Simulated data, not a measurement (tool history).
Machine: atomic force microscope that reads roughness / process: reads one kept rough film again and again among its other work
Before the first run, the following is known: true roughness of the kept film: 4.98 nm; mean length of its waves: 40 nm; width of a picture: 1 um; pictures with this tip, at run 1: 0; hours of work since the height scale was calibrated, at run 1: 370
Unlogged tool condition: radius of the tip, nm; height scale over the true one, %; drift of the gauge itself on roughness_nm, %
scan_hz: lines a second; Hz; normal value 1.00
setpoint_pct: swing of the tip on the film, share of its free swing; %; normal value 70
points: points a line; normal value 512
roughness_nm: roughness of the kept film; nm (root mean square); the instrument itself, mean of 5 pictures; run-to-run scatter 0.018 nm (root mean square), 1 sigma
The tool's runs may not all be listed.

| run | hour | scan_hz | setpoint_pct | points | pictures with this tip | hours of work since the height scale was calibrated | roughness_nm |
|---|---|---|---|---|---|---|---|
| 1 | 0.0 | 1.00 | 70 | 512 | 0 | 370 | 4.430 |
| 2 | 19.8 | 1.00 | 70 | 512 | 49 | 385 | 4.375 |
| 3 | 36.2 | 1.00 | 70 | 512 | 90 | 397 | 4.326 |
| 4 | 54.6 | 1.00 | 70 | 922 | 135 | 412 | 4.311 |
| 5 | 74.8 | 1.00 | 70 | 922 | 185 | 427 | 4.256 |
| 6 | 94.4 | 1.00 | 70 | 512 | 233 | 442 | 4.182 |
| 7 | 110.4 | 1.00 | 70 | 512 | 273 | 454 | 4.158 |
|  | 118.8 | new tip fitted |
| 8 | 126.8 | 1.00 | 70 | 512 | 20 | 467 | 4.435 |
| 9 | 149.2 | 1.00 | 70 | 512 | 75 | 484 | 4.390 |
| 10 | 159.8 | 0.81 | 77 | 512 | 102 | 492 | 4.301 |
| 11 | 170.1 | 2.87 | 81 | 502 | 127 | 500 | 3.580 |
| 12 | 189.9 | 3.79 | 76 | 512 | 176 | 515 | 3.551 |
| 13 | 211.6 | 3.79 | 78 | 733 | 229 | 532 | 3.391 |
| 14 | 233.9 | 3.79 | 55 | 727 | 284 | 549 | 4.064 |
|  | 238.1 | new tip fitted |
| 15 | 251.2 | 2.16 | 57 | 346 | 32 | 562 | 4.410 |
| 16 | 266.2 | 0.63 | 70 | 266 | 69 | 573 | 4.447 |
| 17 | 279.3 | 0.63 | 70 | 266 | 101 | 583 | 4.386 |

A few steps of roughness_nm between consecutive runs. Split each: what settings, incoming material and random variation would produce without the hidden state, and what is left over for the hidden state, along with gauge scatter present in only one of the two compared results (measured, and without hidden state):
Run 7 -> 8: new tip fitted. roughness_nm +0.277 nm (root mean square): hidden state +0.249, all else +0.028.
Run 10 -> 11: scan_hz 0.81 -> 2.87, setpoint_pct 77 -> 81, points 512 -> 502. roughness_nm -0.721 nm (root mean square): hidden state -0.002, all else -0.719.
